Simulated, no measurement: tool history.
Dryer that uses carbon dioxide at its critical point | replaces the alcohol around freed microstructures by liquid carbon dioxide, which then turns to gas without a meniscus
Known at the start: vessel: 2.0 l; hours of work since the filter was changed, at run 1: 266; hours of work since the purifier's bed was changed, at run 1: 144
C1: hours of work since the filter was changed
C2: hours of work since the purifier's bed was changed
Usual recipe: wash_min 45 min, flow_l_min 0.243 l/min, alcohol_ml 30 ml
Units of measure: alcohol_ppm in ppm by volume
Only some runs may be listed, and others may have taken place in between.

{"run": 1, "hour": 0.0, "wash_min": 45, "flow_l_min": 0.243, "alcohol_ml": 30, "C1": 266, "C2": 144, "alcohol_ppm": 523}
{"run": 2, "hour": 11.3, "wash_min": 45, "flow_l_min": 0.243, "alcohol_ml": 30, "C1": 271, "C2": 149, "alcohol_ppm": 510}
{"run": 3, "hour": 27.0, "wash_min": 45, "flow_l_min": 0.187, "alcohol_ml": 30, "C1": 277, "C2": 155, "alcohol_ppm": 1127}
{"run": 4, "hour": 41.3, "wash_min": 45, "flow_l_min": 0.187, "alcohol_ml": 30, "C1": 283, "C2": 161, "alcohol_ppm": 1114}
{"run": 5, "hour": 50.2, "wash_min": 47, "flow_l_min": 0.243, "alcohol_ml": 30, "C1": 287, "C2": 165, "alcohol_ppm": 458}
{"run": 6, "hour": 64.0, "wash_min": 47, "flow_l_min": 0.243, "alcohol_ml": 30, "C1": 293, "C2": 170, "alcohol_ppm": 480}
{"run": 7, "hour": 75.3, "wash_min": 47, "flow_l_min": 0.243, "alcohol_ml": 30, "C1": 297, "C2": 175, "alcohol_ppm": 479}
{"run": 8, "hour": 82.4, "wash_min": 45, "flow_l_min": 0.243, "alcohol_ml": 30, "C1": 300, "C2": 178, "alcohol_ppm": 543}
{"run": 9, "hour": 95.5, "wash_min": 45, "flow_l_min": 0.243, "alcohol_ml": 30, "C1": 306, "C2": 184, "alcohol_ppm": 547}
{"run": 10, "hour": 108.5, "wash_min": 45, "flow_l_min": 0.243, "alcohol_ml": 30, "C1": 311, "C2": 189, "alcohol_ppm": 564}
{"run": 11, "hour": 120.4, "wash_min": 45, "flow_l_min": 0.243, "alcohol_ml": 30, "C1": 316, "C2": 194, "alcohol_ppm": 554}
{"run": 12, "hour": 128.5, "wash_min": 45, "flow_l_min": 0.243, "alcohol_ml": 30, "C1": 319, "C2": 197, "alcohol_ppm": 569}
{"run": 13, "hour": 142.6, "wash_min": 45, "flow_l_min": 0.243, "alcohol_ml": 105, "C1": 325, "C2": 203, "alcohol_ppm": 1791}
{"run": 14, "hour": 157.3, "wash_min": 45, "flow_l_min": 0.243, "alcohol_ml": 24, "C1": 331, "C2": 209, "alcohol_ppm": 480}
{"run": 15, "hour": 169.7, "wash_min": 45, "flow_l_min": 0.243, "alcohol_ml": 24, "C1": 337, "C2": 214, "alcohol_ppm": 486}
{"run": 16, "hour": 179.0, "wash_min": 45, "flow_l_min": 0.243, "alcohol_ml": 30, "C1": 340, "C2": 218, "alcohol_ppm": 598}
{"run": 17, "hour": 185.3, "wash_min": 45, "flow_l_min": 0.243, "alcohol_ml": 30, "C1": 343, "C2": 221, "alcohol_ppm": 581}
{"hour": 195.2, "done": "inlet filter changed"}
{"run": 18, "hour": 198.6, "wash_min": 45, "flow_l_min": 0.243, "alcohol_ml": 30, "C1": 1, "C2": 226, "alcohol_ppm": 407}
{"run": 19, "hour": 211.8, "wash_min": 45, "flow_l_min": 0.243, "alcohol_ml": 30, "C1": 7, "C2": 231, "alcohol_ppm": 395}
{"run": 20, "hour": 222.7, "wash_min": 45, "flow_l_min": 0.243, "alcohol_ml": 30, "C1": 11, "C2": 236, "alcohol_ppm": 412}
{"run": 21, "hour": 237.9, "wash_min": 59, "flow_l_min": 0.243, "alcohol_ml": 30, "C1": 18, "C2": 242, "alcohol_ppm": 195}
{"run": 22, "hour": 250.9, "wash_min": 59, "flow_l_min": 0.243, "alcohol_ml": 30, "C1": 23, "C2": 248, "alcohol_ppm": 186}
{"run": 23, "hour": 263.9, "wash_min": 45, "flow_l_min": 0.243, "alcohol_ml": 30, "C1": 29, "C2": 253, "alcohol_ppm": 406}
{"run": 24, "hour": 270.9, "wash_min": 45, "flow_l_min": 0.243, "alcohol_ml": 30, "C1": 31, "C2": 256, "alcohol_ppm": 414}
{"run": 25, "hour": 280.9, "wash_min": 54, "flow_l_min": 0.163, "alcohol_ml": 66, "C1": 36, "C2": 260, "alcohol_ppm": 1682}
{"run": 26, "hour": 295.0, "wash_min": 54, "flow_l_min": 0.163, "alcohol_ml": 66, "C1": 41, "C2": 266, "alcohol_ppm": 1718}
{"run": 27, "hour": 301.4, "wash_min": 54, "flow_l_min": 0.163, "alcohol_ml": 32, "C1": 44, "C2": 268, "alcohol_ppm": 875}
{"run": 28, "hour": 315.5, "wash_min": 54, "flow_l_min": 0.163, "alcohol_ml": 32, "C1": 50, "C2": 274, "alcohol_ppm": 890}
{"run": 29, "hour": 330.3, "wash_min": 54, "flow_l_min": 0.163, "alcohol_ml": 32, "C1": 56, "C2": 281, "alcohol_ppm": 866}
{"run": 30, "hour": 340.1, "wash_min": 45, "flow_l_min": 0.355, "alcohol_ml": 30, "C1": 60, "C2": 285, "alcohol_ppm": 168}
{"run": 31, "hour": 353.1, "wash_min": 61, "flow_l_min": 0.158, "alcohol_ml": 20, "C1": 66, "C2": 290, "alcohol_ppm": 490}
{"run": 32, "hour": 366.7, "wash_min": 45, "flow_l_min": 0.243, "alcohol_ml": 115, "C1": 71, "C2": 296, "alcohol_ppm": 1437}
{"run": 33, "hour": 381.2, "wash_min": 38, "flow_l_min": 0.312, "alcohol_ml": 115, "C1": 77, "C2": 302, "alcohol_ppm": 1068}
{"run": 34, "hour": 391.2, "wash_min": 31, "flow_l_min": 0.38, "alcohol_ml": 84, "C1": 81, "C2": 306, "alcohol_ppm": 804}
{"run": 35, "hour": 400.4, "wash_min": 69, "flow_l_min": 0.243, "alcohol_ml": 23, "C1": 85, "C2": 310, "alcohol_ppm": 143}
{"run": 36, "hour": 414.7, "wash_min": 69, "flow_l_min": 0.243, "alcohol_ml": 23, "C1": 91, "C2": 316, "alcohol_ppm": 148}
{"run": 37, "hour": 426.2, "wash_min": 69, "flow_l_min": 0.243, "alcohol_ml": 23, "C1": 96, "C2": 320, "alcohol_ppm": 147}
{"run": 38, "hour": 438.0, "wash_min": 61, "flow_l_min": 0.243, "alcohol_ml": 80, "C1": 101, "C2": 325, "alcohol_ppm": 379}
{"run": 39, "hour": 448.4, "wash_min": 30, "flow_l_min": 0.243, "alcohol_ml": 78, "C1": 105, "C2": 329, "alcohol_ppm": 3363}
{"run": 40, "hour": 456.8, "wash_min": 30, "flow_l_min": 0.243, "alcohol_ml": 78, "C1": 109, "C2": 333, "alcohol_ppm": 3455}
{"run": 41, "hour": 464.2, "wash_min": 42, "flow_l_min": 0.233, "alcohol_ml": 78, "C1": 112, "C2": 336, "alcohol_ppm": 1540}
{"run": 42, "hour": 473.9, "wash_min": 35, "flow_l_min": 0.192, "alcohol_ml": 104, "C1": 116, "C2": 340, "alcohol_ppm": 5688}
{"run": 43, "hour": 487.8, "wash_min": 69, "flow_l_min": 0.27, "alcohol_ml": 30, "C1": 121, "C2": 346, "alcohol_ppm": 150}

Run 44 is up next; what results do you expect?
{"run": 44, "hour": 502.9, "wash_min": 45, "flow_l_min": 0.243, "alcohol_ml": 35, "C1": 128, "C2": 352, "alcohol_ppm": "?"}

Run 44 came out at alcohol_ppm 568 ppm by volume.
The same run, on a tool lacking any hidden state, would have yielded alcohol_ppm 375 ppm by volume.
